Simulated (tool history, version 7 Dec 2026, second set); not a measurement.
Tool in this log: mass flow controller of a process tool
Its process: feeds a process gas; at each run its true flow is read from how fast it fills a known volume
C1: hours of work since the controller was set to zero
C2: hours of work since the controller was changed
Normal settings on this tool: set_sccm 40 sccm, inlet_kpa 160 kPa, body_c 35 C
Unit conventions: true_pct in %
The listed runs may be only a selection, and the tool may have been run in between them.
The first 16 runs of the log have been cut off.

run 17 day=54.242 | set_sccm=14 inlet_kpa=160 body_c=35 | C1=577 C2=577 | true_pct=100.93
run 18 day=57.729 | set_sccm=14 inlet_kpa=160 body_c=35 | C1=609 C2=609 | true_pct=100.94
run 19 day=60.625 | set_sccm=14 inlet_kpa=160 body_c=35 | C1=636 C2=636 | true_pct=100.93
-- day=60.95 controller's zero set anew
run 20 day=64.196 | set_sccm=14 inlet_kpa=160 body_c=35 | C1=30 C2=669 | true_pct=101.25
run 21 day=68.071 | set_sccm=40 inlet_kpa=160 body_c=35 | C1=66 C2=704 | true_pct=101.28
run 22 day=71.867 | set_sccm=40 inlet_kpa=201 body_c=25 | C1=101 C2=739 | true_pct=100.41
run 23 day=76.338 | set_sccm=23 inlet_kpa=240 body_c=33 | C1=142 C2=781 | true_pct=101.43
-- day=77.683 controller's zero set anew, once more
run 24 day=80.367 | set_sccm=23 inlet_kpa=240 body_c=33 | C1=25 C2=818 | true_pct=100.7
run 25 day=82.821 | set_sccm=40 inlet_kpa=164 body_c=35 | C1=47 C2=840 | true_pct=101
run 26 day=87.029 | set_sccm=46 inlet_kpa=164 body_c=26 | C1=86 C2=879 | true_pct=100.19
run 27 day=90.758 | set_sccm=46 inlet_kpa=164 body_c=26 | C1=120 C2=913 | true_pct=100.27
run 28 day=93.079 | set_sccm=24 inlet_kpa=275 body_c=28 | C1=142 C2=935 | true_pct=100.51
run 29 day=96.6 | set_sccm=40 inlet_kpa=160 body_c=24 | C1=174 C2=967 | true_pct=99.94
run 30 day=98.696 | set_sccm=40 inlet_kpa=160 body_c=23 | C1=194 C2=986 | true_pct=99.85
run 31 day=101.008 | set_sccm=40 inlet_kpa=187 body_c=35 | C1=215 C2=1008 | true_pct=101.29
run 32 day=103.633 | set_sccm=40 inlet_kpa=160 body_c=26 | C1=239 C2=1032 | true_pct=100.13
run 33 day=106.85 | set_sccm=13 inlet_kpa=160 body_c=36 | C1=269 C2=1061 | true_pct=100.81
run 34 day=110.454 | set_sccm=13 inlet_kpa=157 body_c=34 | C1=302 C2=1095 | true_pct=100.74
run 35 day=114.971 | set_sccm=11 inlet_kpa=156 body_c=25 | C1=343 C2=1136 | true_pct=99.87
run 36 day=117.888 | set_sccm=11 inlet_kpa=156 body_c=25 | C1=370 C2=1163 | true_pct=99.88
run 37 day=121.188 | set_sccm=7 inlet_kpa=252 body_c=25 | C1=401 C2=1194 | true_pct=100.54
run 38 day=123.279 | set_sccm=15 inlet_kpa=259 body_c=21 | C1=420 C2=1213 | true_pct=99.9
run 39 day=125.438 | set_sccm=15 inlet_kpa=199 body_c=30 | C1=440 C2=1233 | true_pct=100.77
run 40 day=128.979 | set_sccm=15 inlet_kpa=199 body_c=30 | C1=473 C2=1265 | true_pct=100.76
run 41 day=132.383 | set_sccm=40 inlet_kpa=214 body_c=25 | C1=504 C2=1297 | true_pct=100.41

Below are 4 alternative next runs, each starting from the tool's condition after run 41. Predict each:
run A day=134.75 | set_sccm=27 inlet_kpa=161 body_c=36 | C1=526 C2=1318 | true_pct=?
run B day=134.75 | set_sccm=40 inlet_kpa=269 body_c=25 | C1=526 C2=1318 | true_pct=?
run C day=134.75 | set_sccm=12 inlet_kpa=214 body_c=22 | C1=526 C2=1318 | true_pct=?
run D day=134.75 | set_sccm=7 inlet_kpa=160 body_c=35 | C1=526 C2=1318 | true_pct=?

run=A true_pct=101.22
run=B true_pct=100.75
run=C true_pct=100.12
run=D true_pct=101.55
What these runs would have given with no unlogged condition in the tool:
run=A true_pct=100.53
run=B true_pct=100.14
run=C true_pct=99.09
run=D true_pct=100.09
